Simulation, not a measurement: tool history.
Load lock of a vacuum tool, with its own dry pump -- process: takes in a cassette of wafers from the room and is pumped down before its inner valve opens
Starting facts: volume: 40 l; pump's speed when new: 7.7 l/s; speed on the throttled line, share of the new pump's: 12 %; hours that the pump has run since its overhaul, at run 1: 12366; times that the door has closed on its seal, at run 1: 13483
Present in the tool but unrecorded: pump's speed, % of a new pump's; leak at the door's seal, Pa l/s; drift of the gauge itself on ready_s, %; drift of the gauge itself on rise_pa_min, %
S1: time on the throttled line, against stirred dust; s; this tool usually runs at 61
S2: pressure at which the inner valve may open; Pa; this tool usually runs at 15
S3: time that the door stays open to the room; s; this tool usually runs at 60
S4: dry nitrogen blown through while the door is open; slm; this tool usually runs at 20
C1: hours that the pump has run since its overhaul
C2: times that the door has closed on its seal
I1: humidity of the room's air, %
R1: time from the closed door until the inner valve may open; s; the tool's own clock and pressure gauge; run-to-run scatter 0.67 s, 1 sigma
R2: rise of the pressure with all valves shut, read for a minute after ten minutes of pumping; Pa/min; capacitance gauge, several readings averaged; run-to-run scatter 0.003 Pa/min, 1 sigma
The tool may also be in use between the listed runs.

run,hour,S1,S2,S3,S4,C1,C2,I1,R1,R2
1,0.0,61,15,60,20,12366,13483,44.7,101.1,0.035
2,150.1,91,15,60,20,12516,13741,45.8,126.4,0.037
3,322.4,91,15,60,20,12689,14037,47.6,127.3,0.032
4,549.5,91,15,60,20,12916,14427,42.8,125.7,0.031
5,653.0,91,15,60,20,13019,14605,47.9,125.5,0.038
6,851.9,91,15,60,20,13218,14947,47.0,127.9,0.035
7,1057.5,61,15,60,6,13424,15300,45.9,100.3,0.059
8,1247.8,61,15,60,20,13614,15627,48.5,100.0,0.038
9,1416.6,61,15,60,20,13783,15917,48.4,100.7,0.035
10,1520.2,34,15,70,25,13886,16095,45.2,76.6,0.034
11,1632.6,114,20,32,7,13999,16288,45.7,144.2,0.043
12,1807.5,114,20,32,7,14174,16589,41.7,146.2,0.034
13,2031.6,61,22,60,13,14398,16974,41.1,97.1,0.035
14,2186.2,61,22,60,13,14552,17239,44.2,97.8,0.044
15,2318.0,61,27,213,6,14684,17466,41.4,97.1,0.083
16,2458.8,61,27,213,6,14825,17708,43.4,96.1,0.088
17,2627.3,61,27,213,6,14993,17997,45.2,97.2,0.090

Predict each of these 3 candidate next runs independently; none follows another, all start after run 17:
A,2818.2,66,15,60,20,15184,18325,44.3,?,?
B,2818.2,61,15,93,20,15184,18325,44.9,?,?
C,2818.2,62,15,60,22,15184,18325,46.2,?,?

run,R1,R2
A,104.4,0.035
B,99.7,0.038
C,101.3,0.033
Take away the tool's hidden state, keep each run's random variation, and the runs would have read:
run,R1,R2
A,104.2,0.035
B,99.5,0.038
C,101.2,0.033

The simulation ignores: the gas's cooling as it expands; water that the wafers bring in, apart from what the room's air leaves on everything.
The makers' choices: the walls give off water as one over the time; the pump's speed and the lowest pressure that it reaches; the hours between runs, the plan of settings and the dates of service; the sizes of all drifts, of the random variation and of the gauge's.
